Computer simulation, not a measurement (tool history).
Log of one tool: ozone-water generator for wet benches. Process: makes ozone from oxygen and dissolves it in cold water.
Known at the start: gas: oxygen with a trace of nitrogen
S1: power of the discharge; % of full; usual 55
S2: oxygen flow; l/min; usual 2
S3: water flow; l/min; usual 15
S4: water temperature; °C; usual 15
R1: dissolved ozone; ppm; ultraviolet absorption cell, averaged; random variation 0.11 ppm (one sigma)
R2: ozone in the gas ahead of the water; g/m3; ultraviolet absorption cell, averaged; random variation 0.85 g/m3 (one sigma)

{"run": 1, "day": 0.0, "S1": 55, "S2": 2, "S3": 15, "S4": 15, "R1": 7.6, "R2": 134.3}
{"run": 2, "day": 1.896, "S1": 55, "S2": 2, "S3": 15, "S4": 15, "R1": 7.7, "R2": 132.9}
{"run": 3, "day": 4.333, "S1": 55, "S2": 2, "S3": 15, "S4": 15, "R1": 7.6, "R2": 133.5}
{"run": 4, "day": 7.262, "S1": 62, "S2": 2, "S3": 15, "S4": 15, "R1": 8.2, "R2": 145.3}
{"run": 5, "day": 9.6, "S1": 62, "S2": 2, "S3": 15, "S4": 15, "R1": 8.3, "R2": 146.2}
{"run": 6, "day": 11.838, "S1": 62, "S2": 2, "S3": 15, "S4": 15, "R1": 8.5, "R2": 147.3}
{"run": 7, "day": 14.088, "S1": 62, "S2": 2, "S3": 15, "S4": 15, "R1": 8.3, "R2": 144.7}
{"run": 8, "day": 15.946, "S1": 62, "S2": 2, "S3": 15, "S4": 15, "R1": 8.2, "R2": 145}
{"day": 16.254, "done": "contactor cleaned"}
{"run": 9, "day": 18.104, "S1": 62, "S2": 2, "S3": 15, "S4": 15, "R1": 8.3, "R2": 146}
{"run": 10, "day": 20.092, "S1": 55, "S2": 2, "S3": 10, "S4": 15, "R1": 11.1, "R2": 131.8}
{"day": 20.608, "done": "contactor cleaned, once more"}
{"run": 11, "day": 22.912, "S1": 55, "S2": 2, "S3": 10, "S4": 15, "R1": 12, "R2": 132.6}
{"run": 12, "day": 24.958, "S1": 55, "S2": 2, "S3": 10, "S4": 15, "R1": 12, "R2": 133.6}
{"run": 13, "day": 26.517, "S1": 55, "S2": 2, "S3": 13, "S4": 13, "R1": 9.3, "R2": 132.8}
{"run": 14, "day": 29.358, "S1": 63, "S2": 1.35, "S3": 13, "S4": 13, "R1": 9.2, "R2": 175.5}
{"run": 15, "day": 32.346, "S1": 59, "S2": 2, "S3": 18, "S4": 15, "R1": 6.8, "R2": 139}
{"run": 16, "day": 33.725, "S1": 59, "S2": 2, "S3": 15, "S4": 15, "R1": 8.4, "R2": 139.5}
{"run": 17, "day": 36.712, "S1": 55, "S2": 3.33, "S3": 15, "S4": 23, "R1": 7.6, "R2": 104.6}
{"run": 18, "day": 38.521, "S1": 55, "S2": 3.33, "S3": 15, "S4": 23, "R1": 7.9, "R2": 104.4}
{"run": 19, "day": 41.508, "S1": 81, "S2": 2.42, "S3": 19, "S4": 18, "R1": 8.3, "R2": 160}
{"run": 20, "day": 44.279, "S1": 81, "S2": 2.12, "S3": 19, "S4": 18, "R1": 7.8, "R2": 169.4}
{"run": 21, "day": 46.375, "S1": 46, "S2": 1.44, "S3": 13, "S4": 9, "R1": 7.6, "R2": 135.1}
{"run": 22, "day": 47.738, "S1": 46, "S2": 1.44, "S3": 13, "S4": 9, "R1": 7.7, "R2": 134.6}
{"run": 23, "day": 50.262, "S1": 47, "S2": 2, "S3": 10, "S4": 15, "R1": 10.2, "R2": 117.4}
{"day": 50.5, "done": "water thermometer calibrated"}
{"run": 24, "day": 51.758, "S1": 47, "S2": 2, "S3": 10, "S4": 15, "R1": 10.5, "R2": 116.6}

5 ways to go on from here, each from the tool as it stands after run 24. What would each give?
{"run": "A", "day": 53.325, "S1": 43, "S2": 2, "S3": 10, "S4": 9, "R1": "?", "R2": "?"}
{"run": "B", "day": 53.325, "S1": 45, "S2": 2, "S3": 19, "S4": 17, "R1": "?", "R2": "?"}
{"run": "C", "day": 53.325, "S1": 85, "S2": 2, "S3": 15, "S4": 9, "R1": "?", "R2": "?"}
{"run": "D", "day": 53.325, "S1": 47, "S2": 1.02, "S3": 10, "S4": 14, "R1": "?", "R2": "?"}
{"run": "E", "day": 53.325, "S1": 47, "S2": 3.46, "S3": 13, "S4": 15, "R1": "?", "R2": "?"}

run=A R1=10.6 R2=108.8
run=B R1=5 R2=112.8
run=C R1=11.1 R2=181
run=D R1=8.8 R2=160.6
run=E R1=8.7 R2=90.3
Without the tool's hidden state the same runs would have given:
run=A R1=11.1 R2=112.8
run=B R1=5.3 R2=117.2
run=C R1=12 R2=193.1
run=D R1=9.3 R2=167.1
run=E R1=9.2 R2=94
